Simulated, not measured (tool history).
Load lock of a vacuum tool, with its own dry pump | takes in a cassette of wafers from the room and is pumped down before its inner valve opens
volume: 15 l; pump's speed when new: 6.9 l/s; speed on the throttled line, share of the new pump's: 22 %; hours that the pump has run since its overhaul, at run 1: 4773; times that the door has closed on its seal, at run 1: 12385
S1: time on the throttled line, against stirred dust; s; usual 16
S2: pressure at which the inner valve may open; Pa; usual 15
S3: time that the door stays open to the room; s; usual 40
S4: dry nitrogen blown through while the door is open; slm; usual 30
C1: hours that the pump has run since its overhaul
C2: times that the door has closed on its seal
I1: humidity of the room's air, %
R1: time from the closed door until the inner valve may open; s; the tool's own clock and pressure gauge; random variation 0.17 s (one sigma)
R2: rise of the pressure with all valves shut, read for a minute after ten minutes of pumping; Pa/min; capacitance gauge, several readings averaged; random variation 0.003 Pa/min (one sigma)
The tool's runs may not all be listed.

run 1 hour=0.0 | S1=16 S2=15 S3=40 S4=30 | C1=4773 C2=12385 | I1=46.6 | R1=31.8 R2=0.036
run 2 hour=275.4 | S1=16 S2=15 S3=40 S4=30 | C1=5048 C2=13099 | I1=44.9 | R1=31.8 R2=0.036
run 3 hour=411.7 | S1=20 S2=15 S3=40 S4=30 | C1=5185 C2=13453 | I1=45.7 | R1=35.0 R2=0.038
run 4 hour=676.4 | S1=16 S2=15 S3=40 S4=30 | C1=5449 C2=14140 | I1=44.0 | R1=31.9 R2=0.031
run 5 hour=875.3 | S1=16 S2=15 S3=40 S4=30 | C1=5648 C2=14656 | I1=45.9 | R1=31.7 R2=0.031
run 6 hour=1054.6 | S1=16 S2=15 S3=40 S4=30 | C1=5828 C2=15121 | I1=41.3 | R1=31.8 R2=0.031
run 7 hour=1372.6 | S1=16 S2=15 S3=40 S4=30 | C1=6146 C2=15946 | I1=46.9 | R1=32.0 R2=0.036
run 8 hour=1658.0 | S1=16 S2=15 S3=40 S4=30 | C1=6431 C2=16687 | I1=44.6 | R1=31.8 R2=0.031
run 9 hour=1944.0 | S1=16 S2=15 S3=40 S4=30 | C1=6717 C2=17429 | I1=47.5 | R1=31.8 R2=0.039
run 10 hour=2266.4 | S1=16 S2=15 S3=40 S4=30 | C1=7039 C2=18265 | I1=46.5 | R1=31.8 R2=0.032
run 11 hour=2554.5 | S1=16 S2=15 S3=199 S4=30 | C1=7328 C2=19013 | I1=45.9 | R1=31.9 R2=0.092
run 12 hour=2868.1 | S1=16 S2=15 S3=113 S4=30 | C1=7641 C2=19827 | I1=45.7 | R1=32.1 R2=0.062
run 13 hour=3182.0 | S1=16 S2=15 S3=113 S4=30 | C1=7955 C2=20641 | I1=48.5 | R1=31.8 R2=0.061

The next listed run, before its measurement:
run 14 hour=3477.1 | S1=16 S2=20 S3=113 S4=13 | C1=8250 C2=21407 | I1=43.9 | R1=? R2=?

Run 14 gave R1 31.0 s, R2 0.084 Pa/min.
Without the tool's hidden state the same run would have given R1 31.0 s, R2 0.084 Pa/min.
